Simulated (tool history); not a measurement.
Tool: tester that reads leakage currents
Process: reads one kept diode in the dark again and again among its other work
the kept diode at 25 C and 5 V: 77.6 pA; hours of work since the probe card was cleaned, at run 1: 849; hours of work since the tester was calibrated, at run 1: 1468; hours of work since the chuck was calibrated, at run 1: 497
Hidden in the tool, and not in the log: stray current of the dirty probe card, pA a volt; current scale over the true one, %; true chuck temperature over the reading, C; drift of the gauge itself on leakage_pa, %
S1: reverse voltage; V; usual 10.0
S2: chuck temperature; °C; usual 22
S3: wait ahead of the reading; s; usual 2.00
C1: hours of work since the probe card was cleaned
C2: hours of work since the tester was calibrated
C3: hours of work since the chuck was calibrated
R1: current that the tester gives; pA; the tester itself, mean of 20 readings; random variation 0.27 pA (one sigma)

| run | hour | S1 | S2 | S3 | C1 | C2 | C3 | R1 |
|---|---|---|---|---|---|---|---|---|
| 1 | 0.0 | 10.0 | 22 | 2.00 | 849 | 1468 | 497 | 95.62 |
| 2 | 43.9 | 10.0 | 22 | 2.00 | 875 | 1494 | 524 | 95.59 |
| 3 | 99.0 | 10.0 | 22 | 2.32 | 909 | 1527 | 557 | 95.76 |
| 4 | 133.1 | 10.0 | 22 | 2.00 | 929 | 1548 | 577 | 96.63 |
| 5 | 165.4 | 10.0 | 22 | 2.00 | 949 | 1567 | 597 | 96.19 |
| 6 | 221.8 | 10.0 | 22 | 2.00 | 982 | 1601 | 631 | 96.49 |
|  | 262.2 | chuck's temperature calibrated |
| 7 | 291.8 | 10.0 | 22 | 2.00 | 1023 | 1642 | 18 | 106.18 |
| 8 | 333.0 | 10.0 | 22 | 2.00 | 1048 | 1666 | 43 | 105.91 |
|  | 360.8 | probe card cleaned and baked |
| 9 | 410.1 | 7.6 | 22 | 2.00 | 30 | 1711 | 87 | 74.41 |
| 10 | 479.9 | 7.6 | 22 | 2.00 | 72 | 1753 | 129 | 74.28 |
| 11 | 549.1 | 8.1 | 22 | 2.00 | 113 | 1795 | 171 | 76.89 |
| 12 | 605.9 | 17.3 | 24 | 0.67 | 147 | 1829 | 205 | 143.56 |
| 13 | 665.4 | 12.1 | 47 | 4.73 | 183 | 1864 | 241 | 787.24 |
| 14 | 701.0 | 2.0 | 31 | 2.00 | 204 | 1886 | 262 | 77.30 |
| 15 | 762.2 | 6.7 | 23 | 2.00 | 241 | 1923 | 299 | 75.35 |
| 16 | 794.4 | 5.5 | 23 | 2.00 | 261 | 1942 | 318 | 67.31 |
| 17 | 825.2 | 10.0 | 21 | 2.00 | 279 | 1960 | 337 | 80.02 |
| 18 | 882.3 | 2.1 | 21 | 0.60 | 313 | 1995 | 371 | 32.78 |
| 19 | 929.8 | 10.0 | 32 | 2.00 | 342 | 2023 | 399 | 204.49 |
| 20 | 991.2 | 16.6 | 30 | 2.00 | 379 | 2060 | 436 | 229.00 |
| 21 | 1038.4 | 16.6 | 30 | 2.00 | 407 | 2089 | 465 | 229.06 |
| 22 | 1078.0 | 3.0 | 28 | 1.48 | 431 | 2112 | 489 | 73.21 |

5 ways to go on from here, each from the tool as it stands after run 22. What would each give?
| A | 1143.8 | 10.0 | 32 | 2.00 | 471 | 2152 | 528 | ? |
| B | 1143.8 | 5.7 | 22 | 2.00 | 471 | 2152 | 528 | ? |
| C | 1143.8 | 1.8 | 28 | 4.04 | 471 | 2152 | 528 | ? |
| D | 1143.8 | 3.0 | 41 | 1.48 | 471 | 2152 | 528 | ? |
| E | 1143.8 | 8.1 | 21 | 8.65 | 471 | 2152 | 528 | ? |

| run | R1 |
|---|---|
| A | 200.09 |
| B | 62.92 |
| C | 54.39 |
| D | 215.99 |
| E | 70.62 |
Without the tool's hidden state the same runs would have given:
| run | R1 |
|---|---|
| A | 210.14 |
| B | 63.88 |
| C | 58.14 |
| D | 233.34 |
| E | 70.11 |
